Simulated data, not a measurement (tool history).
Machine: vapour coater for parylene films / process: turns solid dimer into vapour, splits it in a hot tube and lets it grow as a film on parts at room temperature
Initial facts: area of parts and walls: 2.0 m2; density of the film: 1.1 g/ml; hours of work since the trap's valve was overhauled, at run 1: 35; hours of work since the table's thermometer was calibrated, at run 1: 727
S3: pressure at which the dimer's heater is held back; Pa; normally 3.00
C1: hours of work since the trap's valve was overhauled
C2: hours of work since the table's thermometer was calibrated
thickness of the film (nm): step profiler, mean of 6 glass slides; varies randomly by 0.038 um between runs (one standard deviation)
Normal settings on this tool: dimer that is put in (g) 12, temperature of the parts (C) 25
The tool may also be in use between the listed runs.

run 1 day=0.000 | dimer_that_is_put_in_(g)=12 temperature_of_the_parts_(C)=25 S3=3.00 | C1=35 C2=727 | thickness_of_the_film_(nm)=3990
run 2 day=0.988 | dimer_that_is_put_in_(g)=12 temperature_of_the_parts_(C)=25 S3=3.00 | C1=51 C2=743 | thickness_of_the_film_(nm)=3890
run 3 day=2.354 | dimer_that_is_put_in_(g)=12 temperature_of_the_parts_(C)=25 S3=2.59 | C1=73 C2=765 | thickness_of_the_film_(nm)=3960
run 4 day=3.521 | dimer_that_is_put_in_(g)=12 temperature_of_the_parts_(C)=25 S3=2.59 | C1=92 C2=784 | thickness_of_the_film_(nm)=4010
run 5 day=4.358 | dimer_that_is_put_in_(g)=12 temperature_of_the_parts_(C)=25 S3=2.59 | C1=106 C2=798 | thickness_of_the_film_(nm)=3950
run 6 day=5.350 | dimer_that_is_put_in_(g)=22 temperature_of_the_parts_(C)=25 S3=3.00 | C1=122 C2=814 | thickness_of_the_film_(nm)=7170
run 7 day=6.079 | dimer_that_is_put_in_(g)=14 temperature_of_the_parts_(C)=25 S3=3.00 | C1=134 C2=826 | thickness_of_the_film_(nm)=4540
run 8 day=7.379 | dimer_that_is_put_in_(g)=14 temperature_of_the_parts_(C)=25 S3=3.00 | C1=155 C2=847 | thickness_of_the_film_(nm)=4490
run 9 day=8.429 | dimer_that_is_put_in_(g)=14 temperature_of_the_parts_(C)=25 S3=3.00 | C1=172 C2=865 | thickness_of_the_film_(nm)=4470
run 10 day=9.142 | dimer_that_is_put_in_(g)=14 temperature_of_the_parts_(C)=25 S3=3.00 | C1=184 C2=876 | thickness_of_the_film_(nm)=4450
run 11 day=9.892 | dimer_that_is_put_in_(g)=14 temperature_of_the_parts_(C)=25 S3=3.00 | C1=196 C2=889 | thickness_of_the_film_(nm)=4530
run 12 day=11.329 | dimer_that_is_put_in_(g)=6 temperature_of_the_parts_(C)=21 S3=7.71 | C1=220 C2=912 | thickness_of_the_film_(nm)=2060
-- day=11.625 trap's valve overhauled
run 13 day=12.658 | dimer_that_is_put_in_(g)=7 temperature_of_the_parts_(C)=18 S3=3.97 | C1=17 C2=931 | thickness_of_the_film_(nm)=2660
run 14 day=13.988 | dimer_that_is_put_in_(g)=7 temperature_of_the_parts_(C)=18 S3=3.97 | C1=39 C2=953 | thickness_of_the_film_(nm)=2670
run 15 day=15.112 | dimer_that_is_put_in_(g)=7 temperature_of_the_parts_(C)=24 S3=3.01 | C1=57 C2=971 | thickness_of_the_film_(nm)=2220
run 16 day=16.008 | dimer_that_is_put_in_(g)=21 temperature_of_the_parts_(C)=36 S3=3.00 | C1=72 C2=986 | thickness_of_the_film_(nm)=4760
run 17 day=16.942 | dimer_that_is_put_in_(g)=12 temperature_of_the_parts_(C)=31 S3=4.72 | C1=87 C2=1001 | thickness_of_the_film_(nm)=3010
run 18 day=18.396 | dimer_that_is_put_in_(g)=13 temperature_of_the_parts_(C)=31 S3=6.07 | C1=111 C2=1025 | thickness_of_the_film_(nm)=3270
run 19 day=19.579 | dimer_that_is_put_in_(g)=13 temperature_of_the_parts_(C)=31 S3=6.07 | C1=130 C2=1044 | thickness_of_the_film_(nm)=3200
run 20 day=20.517 | dimer_that_is_put_in_(g)=5 temperature_of_the_parts_(C)=18 S3=5.20 | C1=145 C2=1059 | thickness_of_the_film_(nm)=1850
-- day=20.762 trap's valve overhauled, once more
run 21 day=21.421 | dimer_that_is_put_in_(g)=12 temperature_of_the_parts_(C)=18 S3=10.40 | C1=11 C2=1071 | thickness_of_the_film_(nm)=4460

Alternative continuations, all from the tool just after run 21; predict every row:
run A day=22.821 | dimer_that_is_put_in_(g)=12 temperature_of_the_parts_(C)=19 S3=2.27 | C1=34 C2=1094 | thickness_of_the_film_(nm)=?
run B day=22.821 | dimer_that_is_put_in_(g)=12 temperature_of_the_parts_(C)=34 S3=6.50 | C1=34 C2=1094 | thickness_of_the_film_(nm)=?
run C day=22.821 | dimer_that_is_put_in_(g)=12 temperature_of_the_parts_(C)=25 S3=3.91 | C1=34 C2=1094 | thickness_of_the_film_(nm)=?

run=A thickness_of_the_film_(nm)=4840
run=B thickness_of_the_film_(nm)=2910
run=C thickness_of_the_film_(nm)=3850
Stripped of hidden state, with their random variation kept, the same runs would have yielded:
run=A thickness_of_the_film_(nm)=5000
run=B thickness_of_the_film_(nm)=3000
run=C thickness_of_the_film_(nm)=3970
